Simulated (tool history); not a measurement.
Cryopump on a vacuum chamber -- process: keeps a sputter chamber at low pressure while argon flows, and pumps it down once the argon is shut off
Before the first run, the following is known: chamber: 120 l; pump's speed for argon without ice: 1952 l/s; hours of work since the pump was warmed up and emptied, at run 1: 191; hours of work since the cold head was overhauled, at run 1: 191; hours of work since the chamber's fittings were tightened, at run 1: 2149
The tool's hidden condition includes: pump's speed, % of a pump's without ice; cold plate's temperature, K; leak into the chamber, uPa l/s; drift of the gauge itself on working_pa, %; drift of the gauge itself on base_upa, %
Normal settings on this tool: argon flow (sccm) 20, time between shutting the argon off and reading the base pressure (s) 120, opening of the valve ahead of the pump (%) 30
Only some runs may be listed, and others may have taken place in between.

run	day	argon flow (sccm)	time between shutting the argon off and reading the base pressure (s)	opening of the valve ahead of the pump (%)	hours of work since the pump was warmed up and emptied	hours of work since the cold head was overhauled	hours of work since the chamber's fittings were tightened	pressure while argon flows (Pa)	pressure after the wait (uPa)
1	0	20	120	30	191	191	2149	0.0593	2.4
2	0.621	20	136	30	198	198	2156	0.0592	2.35
3	1.212	20	136	30	204	204	2162	0.0591	2.35
4	1.533	20	136	30	207	207	2165	0.0587	2.38
5	1.908	20	136	30	211	211	2169	0.0601	2.44
6	2.346	20	136	30	216	216	2174	0.0591	2.36
7	2.75	20	136	30	220	220	2178	0.0595	2.36
8	3.171	20	136	29	224	224	2183	0.0609	2.42
9	3.662	20	82	15	230	230	2188	0.1168	2.52
10	4.183	36	21	49	235	235	2193	0.0657	3.54
11	4.462	10	38	30	238	238	2196	0.0293	2.87
12	4.767	18	291	43	241	241	2199	0.0368	2.33
13	5.25	18	291	43	246	246	2204	0.0377	2.31
14	5.779	18	291	43	252	252	2210	0.0386	2.35
15	6.421	26	291	43	258	258	2217	0.0548	2.36
16	6.838	22	33	40	263	263	2221	0.0493	3.1

Results per run with the tool's hidden condition removed, run-to-run variation unchanged:
run	pressure while argon flows (Pa)	pressure after the wait (uPa)
1	0.058	0.38
2	0.0578	0.3
3	0.0576	0.36
4	0.0572	0.34
5	0.0586	0.36
6	0.0575	0.36
7	0.0579	0.36
8	0.0593	0.4
9	0.1152	0.51
10	0.0627	1.44
11	0.0284	0.83
12	0.0352	0.28
13	0.0361	0.22
14	0.0369	0.27
15	0.0524	0.26
16	0.0473	0.97
